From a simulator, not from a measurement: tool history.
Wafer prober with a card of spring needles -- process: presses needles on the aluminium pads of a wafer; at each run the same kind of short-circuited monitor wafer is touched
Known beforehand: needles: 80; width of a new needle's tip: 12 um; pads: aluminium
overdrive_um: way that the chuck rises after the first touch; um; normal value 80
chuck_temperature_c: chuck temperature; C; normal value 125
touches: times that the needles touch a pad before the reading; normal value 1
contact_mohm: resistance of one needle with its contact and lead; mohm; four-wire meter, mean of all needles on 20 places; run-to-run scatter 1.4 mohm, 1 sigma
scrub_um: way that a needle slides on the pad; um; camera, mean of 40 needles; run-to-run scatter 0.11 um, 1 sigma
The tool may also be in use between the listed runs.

run,hour,overdrive_um,chuck_temperature_c,touches,contact_mohm,scrub_um
1,0.0,80,125,1,130,20.34
# hour 12.1: tips cleaned on abrasive film
# hour 23.1: tips cleaned on abrasive film
2,30.4,80,125,1,134,20.23
# hour 33.1: height of the first contact set anew
# hour 35.7: tips cleaned on abrasive film
# hour 46.8: tips cleaned on abrasive film
# hour 57.8: tips cleaned on abrasive film
# hour 70.1: tips cleaned on abrasive film
3,72.9,80,125,1,128,20.32
# hour 82.2: tips cleaned on abrasive film
# hour 93.5: tips cleaned on abrasive film
4,93.5,80,125,1,132,20.31
# hour 104.8: tips cleaned on abrasive film
# hour 116.9: tips cleaned on abrasive film
# hour 128.7: tips cleaned on abrasive film
5,134.5,80,125,1,131,20.29
# hour 139.5: tips cleaned on abrasive film
# hour 151.4: tips cleaned on abrasive film
# hour 162.0: tips cleaned on abrasive film
6,162.0,80,125,1,129,20.24
# hour 173.7: tips cleaned on abrasive film
7,179.6,80,125,1,132,20.43
# hour 184.6: tips cleaned on abrasive film
# hour 196.0: tips cleaned on abrasive film
# hour 207.6: tips cleaned on abrasive film
8,217.1,80,125,2,133,20.09
# hour 219.6: tips cleaned on abrasive film
# hour 232.0: tips cleaned on abrasive film
# hour 244.4: tips cleaned on abrasive film
9,249.3,88,125,2,130,22.13
# hour 256.8: tips cleaned on abrasive film
# hour 268.8: tips cleaned on abrasive film
10,277.2,80,33,1,116,19.95
# hour 279.8: tips cleaned on abrasive film
# hour 291.7: tips cleaned on abrasive film
# hour 303.6: tips cleaned on abrasive film
11,311.3,80,33,1,115,19.93
# hour 313.9: tips cleaned on abrasive film
# hour 325.7: tips cleaned on abrasive film
12,332.4,80,33,1,118,20.15
# hour 336.6: tips cleaned on abrasive film
# hour 348.3: tips cleaned on abrasive film
# hour 360.0: tips cleaned on abrasive film
# hour 371.7: tips cleaned on abrasive film
13,373.4,80,33,1,117,20.01
# hour 383.3: tips cleaned on abrasive film
# hour 394.1: tips cleaned on abrasive film
# hour 399.3: height of the first contact set anew
14,403.2,78,70,2,122,19.33

Predict each of these 5 candidate next runs independently; none follows another, all start after run 14:
# hour 405.7: tips cleaned on abrasive film
# hour 416.8: tips cleaned on abrasive film
# hour 429.2: tips cleaned on abrasive film
# hour 439.8: tips cleaned on abrasive film
A,439.8,66,70,2,?,?
# hour 405.7: tips cleaned on abrasive film
# hour 416.8: tips cleaned on abrasive film
# hour 429.2: tips cleaned on abrasive film
# hour 439.8: tips cleaned on abrasive film
B,439.8,70,116,1,?,?
# hour 405.7: tips cleaned on abrasive film
# hour 416.8: tips cleaned on abrasive film
# hour 429.2: tips cleaned on abrasive film
# hour 439.8: tips cleaned on abrasive film
C,439.8,71,48,2,?,?
# hour 405.7: tips cleaned on abrasive film
# hour 416.8: tips cleaned on abrasive film
# hour 429.2: tips cleaned on abrasive film
# hour 439.8: tips cleaned on abrasive film
D,439.8,78,123,2,?,?
# hour 405.7: tips cleaned on abrasive film
# hour 416.8: tips cleaned on abrasive film
# hour 429.2: tips cleaned on abrasive film
# hour 439.8: tips cleaned on abrasive film
E,439.8,77,40,2,?,?

run,contact_mohm,scrub_um
A,123,16.47
B,129,17.43
C,120,17.54
D,128,19.33
E,120,19.09
Without the tool's hidden state the same runs would have given:
run,contact_mohm,scrub_um
A,123,16.90
B,129,17.88
C,120,18.00
D,128,19.83
E,120,19.59
